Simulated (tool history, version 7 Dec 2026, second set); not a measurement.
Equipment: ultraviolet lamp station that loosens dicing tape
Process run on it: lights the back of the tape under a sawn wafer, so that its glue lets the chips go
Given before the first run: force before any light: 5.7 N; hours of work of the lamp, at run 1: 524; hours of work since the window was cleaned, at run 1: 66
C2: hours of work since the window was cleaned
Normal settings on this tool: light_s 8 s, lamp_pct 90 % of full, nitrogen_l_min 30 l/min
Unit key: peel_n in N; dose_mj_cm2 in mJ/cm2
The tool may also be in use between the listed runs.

Run 1, hour 0: usual settings; hours of work of the lamp 524; C2 66. Result: peel_n 0.9 N, dose_mj_cm2 497 mJ/cm2.
Run 2, hour 78.2: usual settings but lamp_pct 82 % of full; hours of work of the lamp 556; C2 98. Result: peel_n 1.1 N, dose_mj_cm2 439 mJ/cm2.
Run 3, hour 123.1: usual settings but lamp_pct 82 % of full; hours of work of the lamp 575; C2 117. Result: peel_n 1.168 N, dose_mj_cm2 426 mJ/cm2.
Run 4, hour 169.8: usual settings but lamp_pct 82 % of full; hours of work of the lamp 594; C2 136. Result: peel_n 1.164 N, dose_mj_cm2 423 mJ/cm2.
Run 5, hour 207.5: usual settings; hours of work of the lamp 609; C2 151. Result: peel_n 1.007 N, dose_mj_cm2 452 mJ/cm2.
Run 6, hour 241.3: usual settings; hours of work of the lamp 623; C2 165. Result: peel_n 1.058 N, dose_mj_cm2 449 mJ/cm2.
Run 7, hour 284.5: usual settings; hours of work of the lamp 641; C2 183. Result: peel_n 1.085 N, dose_mj_cm2 441 mJ/cm2.
Run 8, hour 351.9: usual settings but light_s 6 s; hours of work of the lamp 668; C2 210. Result: peel_n 1.701 N, dose_mj_cm2 317 mJ/cm2.
Run 9, hour 426.2: usual settings but light_s 15 s, nitrogen_l_min 28 l/min; hours of work of the lamp 699; C2 241. Result: peel_n 0.476 N, dose_mj_cm2 766 mJ/cm2.
Run 10, hour 493.3: usual settings; hours of work of the lamp 726; C2 268. Result: peel_n 1.278 N, dose_mj_cm2 393 mJ/cm2.
At hour 500.1: window cleaned of glue's vapour.
Run 11, hour 562.2: usual settings but light_s 5 s, nitrogen_l_min 59 l/min; hours of work of the lamp 754; C2 25. Result: peel_n 1.834 N, dose_mj_cm2 227 mJ/cm2.
Run 12, hour 621.2: usual settings but nitrogen_l_min 35 l/min; hours of work of the lamp 779; C2 50. Result: peel_n 1.411 N, dose_mj_cm2 353 mJ/cm2.
Run 13, hour 700.7: usual settings but nitrogen_l_min 35 l/min; hours of work of the lamp 811; C2 82. Result: peel_n 1.463 N, dose_mj_cm2 338 mJ/cm2.
Run 14, hour 776.3: usual settings but nitrogen_l_min 35 l/min; hours of work of the lamp 842; C2 113. Result: peel_n 1.528 N, dose_mj_cm2 329 mJ/cm2.
Run 15, hour 856.3: usual settings but lamp_pct 65 % of full, nitrogen_l_min 49 l/min; hours of work of the lamp 875; C2 146. Result: peel_n 2.026 N, dose_mj_cm2 223 mJ/cm2.

What if the next run were any one of these 3? Each begins from the tool's condition after run 15:
Run A, hour 890: usual settings but light_s 4 s, lamp_pct 65 % of full, nitrogen_l_min 49 l/min; hours of work of the lamp 889; C2 160. Result: peel_n ?, dose_mj_cm2 ?.
Run B, hour 890: usual settings but lamp_pct 91 % of full, nitrogen_l_min 26 l/min; hours of work of the lamp 889; C2 160. Result: peel_n ?, dose_mj_cm2 ?.
Run C, hour 890: usual settings but light_s 9 s; hours of work of the lamp 889; C2 160. Result: peel_n ?, dose_mj_cm2 ?.

run  peel_n  dose_mj_cm2
  A   3.449          109
  B    1.88          311
  C   1.607          343
With no hidden state in the tool, these same runs would have given:
run  peel_n  dose_mj_cm2
  A   1.874          243
  B   0.612          690
  C   0.481          759

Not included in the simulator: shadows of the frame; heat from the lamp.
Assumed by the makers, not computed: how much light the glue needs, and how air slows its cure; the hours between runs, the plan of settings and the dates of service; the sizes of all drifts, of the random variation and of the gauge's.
